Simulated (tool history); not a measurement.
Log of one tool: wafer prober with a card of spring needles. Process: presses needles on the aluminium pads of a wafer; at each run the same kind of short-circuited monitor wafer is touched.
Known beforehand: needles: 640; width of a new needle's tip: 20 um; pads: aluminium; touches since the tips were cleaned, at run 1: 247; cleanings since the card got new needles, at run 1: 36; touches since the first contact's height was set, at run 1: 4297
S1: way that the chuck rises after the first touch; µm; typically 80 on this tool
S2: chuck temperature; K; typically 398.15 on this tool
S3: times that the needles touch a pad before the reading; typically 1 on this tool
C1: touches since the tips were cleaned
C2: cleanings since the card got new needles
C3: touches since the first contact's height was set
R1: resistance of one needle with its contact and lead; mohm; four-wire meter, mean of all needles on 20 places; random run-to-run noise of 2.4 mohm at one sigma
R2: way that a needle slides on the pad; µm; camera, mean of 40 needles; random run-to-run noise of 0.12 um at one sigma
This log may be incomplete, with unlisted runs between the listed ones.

run   hour  S1      S2  S3    C1   C2     C3   R1     R2
  1      0  80  398.15   1   247   36   4297  267  15.75
       5.5  -- tips cleaned on abrasive film
      12.3  -- tips cleaned on abrasive film
  2   14.5  80  398.15   1   754   38   9200  264  15.44
      18.6  -- tips cleaned on abrasive film
      25.3  -- tips cleaned on abrasive film
      31.9  -- tips cleaned on abrasive film
  3   36.4  80  398.15   1  1546   41  16596  265   15.7
        38  -- tips cleaned on abrasive film
      45.2  -- tips cleaned on abrasive film
  4   46.3  80  398.15   1   405   43  19941  264  15.48
      51.9  -- tips cleaned on abrasive film
      59.3  -- tips cleaned on abrasive film
  5   60.7  80  398.15   1   502   45  24796  269  15.72
        66  -- tips cleaned on abrasive film
      72.7  -- tips cleaned on abrasive film
        80  -- tips cleaned on abrasive film
  6   80.8  80  398.15   1   263   48  31562  267  15.51
      86.5  -- tips cleaned on abrasive film
      93.5  -- tips cleaned on abrasive film
  7   97.5  80  299.15   1  1381   50  37237  243  15.59
     100.3  -- tips cleaned on abrasive film
     106.8  -- tips cleaned on abrasive film
     113.5  -- tips cleaned on abrasive film
  8  115.7  80  299.15   1   763   53  43375  246  15.58
     120.2  -- tips cleaned on abrasive film
     126.8  -- tips cleaned on abrasive film
     133.5  -- tips cleaned on abrasive film
  9  137.5  80  299.15   1  1357   56  50720  240  15.62
       140  -- tips cleaned on abrasive film
     146.9  -- tips cleaned on abrasive film
 10  148.4  80  382.15   1   516   58  54405  261  15.54
       153  -- tips cleaned on abrasive film
     159.9  -- tips cleaned on abrasive film
 11  165.5  80  382.15   1  1902   60  60186  264  15.67
     166.7  -- tips cleaned on abrasive film
     173.7  -- tips cleaned on abrasive film
 12  178.2  80  398.15   1  1563   62  64487  268  15.77
     180.8  -- tips cleaned on abrasive film
     187.8  -- tips cleaned on abrasive film
       194  -- tips cleaned on abrasive film
 13    194  80  398.15   1     0   65  69789  270  15.57
     201.4  -- tips cleaned on abrasive film
     208.7  -- tips cleaned on abrasive film
     215.7  -- tips cleaned on abrasive film
 14  215.7  80  398.15   1     0   68  77117  264  15.68
     222.1  -- tips cleaned on abrasive film
       229  -- tips cleaned on abrasive film
     232.1  -- height of the first contact set anew
     235.7  -- tips cleaned on abrasive film
 15  235.7  80  306.15   1     0   71   1205  238  15.67
     243.1  -- tips cleaned on abrasive film
 16  246.7  80  398.15   2  1228   72   4926  267  15.52
     249.7  -- tips cleaned on abrasive film
     256.2  -- tips cleaned on abrasive film
 17  261.9  80  398.15   2  1968   74  10090  270  15.71
     263.5  -- tips cleaned on abrasive film
     270.7  -- tips cleaned on abrasive film
 18  276.3  80  398.15   3  1920   76  14958  269  15.76
     277.9  -- tips cleaned on abrasive film
     285.3  -- tips cleaned on abrasive film
 19  290.6  88  375.15   1  1828   78  19785  258  17.33
     291.8  -- tips cleaned on abrasive film
     298.8  -- tips cleaned on abrasive film
     305.7  -- tips cleaned on abrasive film
 20  308.1  88  375.15   1   813   81  25656  254  17.48
     312.5  -- tips cleaned on abrasive film
 21  317.2  77  398.15   1  1588   82  28741  270   15.2
     318.7  -- tips cleaned on abrasive film
     325.6  -- tips cleaned on abrasive film
     332.2  -- tips cleaned on abrasive film
 22  334.3  77  398.15   1   701   85  34499  269  14.98
       339  -- tips cleaned on abrasive film
     345.1  -- tips cleaned on abrasive film
 23  345.1  77  305.15   1     0   87  38158  243  15.19
     351.3  -- tips cleaned on abrasive film
       358  -- tips cleaned on abrasive film
 24  363.1  64  388.15   1  1761   89  44243  274  12.59
     364.6  -- tips cleaned on abrasive film
     371.3  -- tips cleaned on abrasive film
     378.2  -- tips cleaned on abrasive film
 25  382.2  64  388.15   1  1393   92  50701  268  12.46
     385.3  -- tips cleaned on abrasive film
     391.5  -- tips cleaned on abrasive film
     398.6  -- tips cleaned on abrasive film
 26  402.8  61  358.15   2  1432   95  57635  265  11.92
     405.8  -- tips cleaned on abrasive film
     413.2  -- tips cleaned on abrasive film
 27  413.7  61  358.15   2   161   97  61298  258  11.66
     420.7  -- tips cleaned on abrasive film
     427.4  -- tips cleaned on abrasive film
 28    428  80  398.15   2   223   99  66148  261  15.78
     434.7  -- tips cleaned on abrasive film
     441.1  -- tips cleaned on abrasive film
     447.7  -- tips cleaned on abrasive film
 29  448.5  70  326.15   3   264  102  73058  245  13.84

Here are 4 independent what-if runs from the current tool condition. What would each one return?
     454.2  -- tips cleaned on abrasive film
     460.8  -- tips cleaned on abrasive film
     466.9  -- tips cleaned on abrasive film
  A  466.9  80  398.15   3   0  105  79279   ?   ?
     454.2  -- tips cleaned on abrasive film
     460.8  -- tips cleaned on abrasive film
     466.9  -- tips cleaned on abrasive film
  B  466.9  73  371.15   2   0  105  79279   ?   ?
     454.2  -- tips cleaned on abrasive film
     460.8  -- tips cleaned on abrasive film
     466.9  -- tips cleaned on abrasive film
  C  466.9  75  370.15   2   0  105  79279   ?   ?
     454.2  -- tips cleaned on abrasive film
     460.8  -- tips cleaned on abrasive film
     466.9  -- tips cleaned on abrasive film
  D  466.9  69  312.15   3   0  105  79279   ?   ?

run   R1     R2
  A  265  15.59
  B  262  14.46
  C  258  14.73
  D  245  13.55
Without the tool's hidden state the same runs would have given:
run   R1     R2
  A  265  15.61
  B  262  14.47
  C  258  14.75
  D  245  13.57
